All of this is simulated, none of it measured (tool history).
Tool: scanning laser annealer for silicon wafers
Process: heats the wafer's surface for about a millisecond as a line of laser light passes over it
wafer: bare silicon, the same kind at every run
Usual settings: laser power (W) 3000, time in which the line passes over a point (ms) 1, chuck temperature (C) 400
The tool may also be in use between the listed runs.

| run | hour | laser power (W) | time in which the line passes over a point (ms) | chuck temperature (C) | highest temperature of the surface (C) |
|---|---|---|---|---|---|
| 1 | 0 | 3000 | 1 | 400 | 1228 |
| 2 | 30.6 | 3000 | 1 | 400 | 1229 |
| 3 | 44.5 | 3000 | 1 | 400 | 1229 |
| 4 | 70.5 | 2628 | 1 | 400 | 1093 |
| 5 | 90.8 | 2628 | 1 | 400 | 1097 |
| 6 | 118 | 2628 | 1 | 400 | 1089 |
| 7 | 133.7 | 2628 | 1 | 400 | 1093 |
| 8 | 164.3 | 2628 | 1 | 400 | 1095 |
| 9 | 194.5 | 2628 | 1 | 400 | 1089 |
| 10 | 212.3 | 2628 | 1 | 400 | 1092 |
| 11 | 239.6 | 2628 | 1 | 400 | 1089 |
| 12 | 262.5 | 2628 | 1 | 400 | 1085 |
| 13 | 291.5 | 2628 | 1 | 400 | 1085 |
| 14 | 305.4 | 3183 | 1 | 400 | 1286 |
| 15 | 321 | 2640 | 1 | 400 | 1092 |
| 16 | 338.1 | 3000 | 0.86 | 400 | 1158 |
| 17 | 354.3 | 3000 | 1 | 400 | 1218 |
| 18 | 367.9 | 3000 | 1 | 400 | 1216 |
| 19 | 394.4 | 3070 | 1 | 400 | 1243 |
| 20 | 408.4 | 3000 | 1 | 440 | 1258 |
| 21 | 429.6 | 3000 | 1 | 440 | 1256 |
| 22 | 444.5 | 3000 | 1 | 440 | 1257 |
|  | 451.8 | optics aligned, line set to its width |
| 23 | 462.6 | 3000 | 0.76 | 400 | 1101 |
| 24 | 485.8 | 3000 | 0.94 | 418 | 1194 |
| 25 | 510.6 | 3241 | 0.94 | 381 | 1240 |
| 26 | 536.2 | 3241 | 0.94 | 381 | 1237 |
|  | 547.3 | optics aligned, line set to its width, once more |
| 27 | 566.3 | 3136 | 1.14 | 403 | 1348 |
| 28 | 594 | 3000 | 0.95 | 400 | 1211 |
| 29 | 616.7 | 3000 | 0.75 | 400 | 1121 |
| 30 | 645.4 | 3291 | 0.93 | 376 | 1282 |
| 31 | 666.1 | 2761 | 0.78 | 381 | 1037 |
| 32 | 686.3 | 2761 | 0.78 | 381 | 1038 |
| 33 | 709.3 | 2761 | 0.78 | 381 | 1037 |
| 34 | 722.9 | 2761 | 0.78 | 381 | 1038 |
| 35 | 740.5 | 2937 | 0.87 | 381 | 1133 |
| 36 | 760.8 | 3000 | 0.74 | 400 | 1112 |
| 37 | 783.7 | 3000 | 0.74 | 399 | 1109 |
| 38 | 798.6 | 3000 | 0.74 | 399 | 1112 |
| 39 | 820.7 | 3000 | 0.74 | 399 | 1110 |
| 40 | 833.7 | 3000 | 0.76 | 394 | 1118 |

3 ways to go on from here, each from the tool as it stands after run 40. What would each give?
| A | 861.8 | 2699 | 1.23 | 412 | ? |
| B | 861.8 | 2690 | 1 | 415 | ? |
| C | 861.8 | 3066 | 0.96 | 367 | ? |

| run | highest temperature of the surface (C) |
|---|---|
| A | 1206 |
| B | 1128 |
| C | 1200 |
Without the tool's hidden state the same runs would have given:
| run | highest temperature of the surface (C) |
|---|---|
| A | 1228 |
| B | 1148 |
| C | 1222 |

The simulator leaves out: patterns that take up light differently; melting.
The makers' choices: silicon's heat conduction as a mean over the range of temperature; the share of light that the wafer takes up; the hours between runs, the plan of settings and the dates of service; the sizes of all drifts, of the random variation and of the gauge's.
